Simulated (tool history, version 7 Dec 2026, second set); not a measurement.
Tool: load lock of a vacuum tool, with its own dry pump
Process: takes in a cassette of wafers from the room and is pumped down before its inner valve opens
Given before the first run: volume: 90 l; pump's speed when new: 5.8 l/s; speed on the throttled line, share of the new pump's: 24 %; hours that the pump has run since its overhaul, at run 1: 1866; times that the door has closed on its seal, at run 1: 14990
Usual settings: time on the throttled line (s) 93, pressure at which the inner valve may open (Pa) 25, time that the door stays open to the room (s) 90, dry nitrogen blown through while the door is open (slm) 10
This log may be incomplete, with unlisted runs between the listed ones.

| run | hour | time on the throttled line (s) | pressure at which the inner valve may open (Pa) | time that the door stays open to the room (s) | dry nitrogen blown through while the door is open (slm) | hours that the pump has run since its overhaul | times that the door has closed on its seal | incoming humidity of the room's air, % | time from the closed door until the inner valve may open (s) | rise of the pressure with all valves shut (Pa/min) |
|---|---|---|---|---|---|---|---|---|---|---|
| 1 | 0.0 | 93 | 25 | 90 | 10 | 1866 | 14990 | 45.7 | 203.3 | 0.112 |
| 2 | 51.8 | 93 | 25 | 90 | 10 | 1918 | 15221 | 46.3 | 202.9 | 0.117 |
| 3 | 129.0 | 93 | 25 | 90 | 9 | 1995 | 15565 | 47.3 | 204.8 | 0.124 |
| 4 | 203.1 | 93 | 25 | 90 | 9 | 2069 | 15895 | 47.9 | 203.1 | 0.126 |
| 5 | 263.4 | 93 | 25 | 90 | 6 | 2129 | 16164 | 46.9 | 204.2 | 0.134 |
| 6 | 317.9 | 93 | 25 | 90 | 6 | 2184 | 16407 | 42.1 | 202.9 | 0.124 |
| 7 | 392.4 | 93 | 25 | 90 | 6 | 2258 | 16739 | 50.4 | 204.8 | 0.128 |
| 8 | 465.2 | 93 | 25 | 90 | 10 | 2331 | 17063 | 45.8 | 204.9 | 0.136 |
| 9 | 528.6 | 93 | 25 | 90 | 10 | 2394 | 17346 | 46.4 | 205.7 | 0.131 |
| 10 | 616.5 | 93 | 25 | 90 | 6 | 2482 | 17737 | 45.1 | 204.8 | 0.140 |
| 11 | 659.1 | 93 | 25 | 90 | 6 | 2525 | 17927 | 49.1 | 204.5 | 0.147 |
| 12 | 750.0 | 93 | 25 | 90 | 6 | 2616 | 18332 | 44.9 | 205.0 | 0.149 |
| 13 | 788.8 | 93 | 25 | 90 | 10 | 2655 | 18505 | 48.6 | 206.3 | 0.143 |
| 14 | 872.1 | 93 | 25 | 97 | 10 | 2738 | 18876 | 46.8 | 204.7 | 0.146 |
| 15 | 946.6 | 93 | 25 | 97 | 10 | 2812 | 19208 | 43.2 | 205.8 | 0.150 |
| 16 | 984.4 | 93 | 25 | 90 | 10 | 2850 | 19377 | 42.5 | 206.8 | 0.152 |
| 17 | 1033.3 | 93 | 25 | 90 | 10 | 2899 | 19595 | 41.1 | 204.4 | 0.155 |
| 18 | 1100.4 | 93 | 25 | 90 | 10 | 2966 | 19894 | 45.8 | 203.9 | 0.154 |
| 19 | 1176.1 | 93 | 25 | 90 | 10 | 3042 | 20231 | 46.6 | 205.4 | 0.153 |
| 20 | 1254.9 | 93 | 26 | 90 | 10 | 3121 | 20582 | 42.3 | 203.1 | 0.158 |
| 21 | 1321.6 | 77 | 41 | 166 | 7 | 3187 | 20880 | 46.5 | 186.0 | 0.181 |
| 22 | 1397.2 | 56 | 24 | 44 | 16 | 3263 | 21216 | 46.2 | 179.0 | 0.156 |
| 23 | 1440.7 | 93 | 23 | 33 | 10 | 3307 | 21410 | 44.7 | 206.5 | 0.156 |
| 24 | 1528.1 | 93 | 25 | 34 | 9 | 3394 | 21800 | 46.2 | 205.1 | 0.167 |
| 25 | 1599.6 | 93 | 25 | 46 | 9 | 3465 | 22119 | 43.8 | 206.7 | 0.173 |
| 26 | 1686.3 | 93 | 25 | 122 | 10 | 3552 | 22505 | 46.1 | 204.4 | 0.192 |

What will run 27 give?
| 27 | 1743.0 | 182 | 25 | 122 | 10 | 3609 | 22757 | 48.9 | ? | ? |

For run 27 the tool returned time from the closed door until the inner valve may open (s) 274.2, rise of the pressure with all valves shut (Pa/min) 0.196.
The same run, on a tool lacking any hidden state, would have yielded time from the closed door until the inner valve may open (s) 269.4, rise of the pressure with all valves shut (Pa/min) 0.047.
